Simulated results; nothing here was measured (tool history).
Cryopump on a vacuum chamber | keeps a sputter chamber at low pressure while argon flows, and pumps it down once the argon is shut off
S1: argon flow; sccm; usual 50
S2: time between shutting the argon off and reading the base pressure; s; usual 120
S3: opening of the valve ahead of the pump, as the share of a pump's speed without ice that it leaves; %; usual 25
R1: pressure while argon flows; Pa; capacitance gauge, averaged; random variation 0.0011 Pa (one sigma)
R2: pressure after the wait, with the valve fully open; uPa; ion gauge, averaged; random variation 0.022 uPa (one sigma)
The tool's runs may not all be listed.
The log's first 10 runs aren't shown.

{"run": 11, "hour": 372.1, "S1": 50, "S2": 120, "S3": 25, "R1": 0.266, "R2": 1.39}
{"run": 12, "hour": 402.1, "S1": 50, "S2": 120, "S3": 25, "R1": 0.2669, "R2": 1.45}
{"run": 13, "hour": 454.5, "S1": 50, "S2": 120, "S3": 25, "R1": 0.2688, "R2": 1.5}
{"run": 14, "hour": 485.6, "S1": 50, "S2": 120, "S3": 25, "R1": 0.2692, "R2": 1.53}
{"run": 15, "hour": 537.0, "S1": 50, "S2": 120, "S3": 25, "R1": 0.2708, "R2": 1.61}
{"run": 16, "hour": 569.7, "S1": 90, "S2": 120, "S3": 25, "R1": 0.4901, "R2": 1.69}
{"run": 17, "hour": 618.3, "S1": 50, "S2": 120, "S3": 46, "R1": 0.1565, "R2": 1.77}
{"hour": 637.1, "done": "pump warmed up, emptied and cooled again"}
{"run": 18, "hour": 673.9, "S1": 50, "S2": 120, "S3": 27, "R1": 0.2387, "R2": 1.55}
{"run": 19, "hour": 714.9, "S1": 50, "S2": 120, "S3": 27, "R1": 0.2401, "R2": 1.58}
{"run": 20, "hour": 752.7, "S1": 50, "S2": 120, "S3": 27, "R1": 0.2391, "R2": 1.69}
{"run": 21, "hour": 793.0, "S1": 50, "S2": 120, "S3": 27, "R1": 0.242, "R2": 1.75}
{"run": 22, "hour": 830.0, "S1": 50, "S2": 297, "S3": 27, "R1": 0.242, "R2": 1.49}
{"run": 23, "hour": 881.3, "S1": 68, "S2": 135, "S3": 48, "R1": 0.1879, "R2": 1.79}
{"run": 24, "hour": 914.2, "S1": 68, "S2": 42, "S3": 48, "R1": 0.1918, "R2": 2.81}
{"run": 25, "hour": 951.0, "S1": 85, "S2": 120, "S3": 24, "R1": 0.4681, "R2": 1.96}
{"run": 26, "hour": 987.0, "S1": 85, "S2": 120, "S3": 25, "R1": 0.4499, "R2": 2.04}
{"run": 27, "hour": 1021.4, "S1": 85, "S2": 120, "S3": 25, "R1": 0.4507, "R2": 2.05}
{"run": 28, "hour": 1063.6, "S1": 39, "S2": 120, "S3": 36, "R1": 0.1459, "R2": 2.17}
{"run": 29, "hour": 1086.7, "S1": 70, "S2": 69, "S3": 35, "R1": 0.2687, "R2": 2.51}
{"run": 30, "hour": 1137.5, "S1": 77, "S2": 69, "S3": 20, "R1": 0.5103, "R2": 2.64}
{"run": 31, "hour": 1180.7, "S1": 53, "S2": 118, "S3": 22, "R1": 0.3202, "R2": 2.33}
{"run": 32, "hour": 1227.1, "S1": 53, "S2": 21, "S3": 58, "R1": 0.1316, "R2": 4.53}
{"run": 33, "hour": 1255.1, "S1": 53, "S2": 21, "S3": 58, "R1": 0.1321, "R2": 4.6}
{"run": 34, "hour": 1283.2, "S1": 53, "S2": 21, "S3": 58, "R1": 0.1336, "R2": 4.72}

Forecast each of these 4 alternatives for the next run:
{"run": "A", "hour": 1322.9, "S1": 53, "S2": 138, "S3": 16, "R1": "?", "R2": "?"}
{"run": "B", "hour": 1322.9, "S1": 53, "S2": 21, "S3": 30, "R1": "?", "R2": "?"}
{"run": "C", "hour": 1322.9, "S1": 50, "S2": 244, "S3": 25, "R1": "?", "R2": "?"}
{"run": "D", "hour": 1322.9, "S1": 23, "S2": 120, "S3": 48, "R1": "?", "R2": "?"}

run=A R1=0.4388 R2=2.51
run=B R1=0.2424 R2=4.73
run=C R1=0.2717 R2=2.46
run=D R1=0.069 R2=2.61
Without the tool's hidden state the same runs would have given:
run=A R1=0.4207 R2=0.58
run=B R1=0.2243 R2=2.8
run=C R1=0.2546 R2=0.49
run=D R1=0.0611 R2=0.68
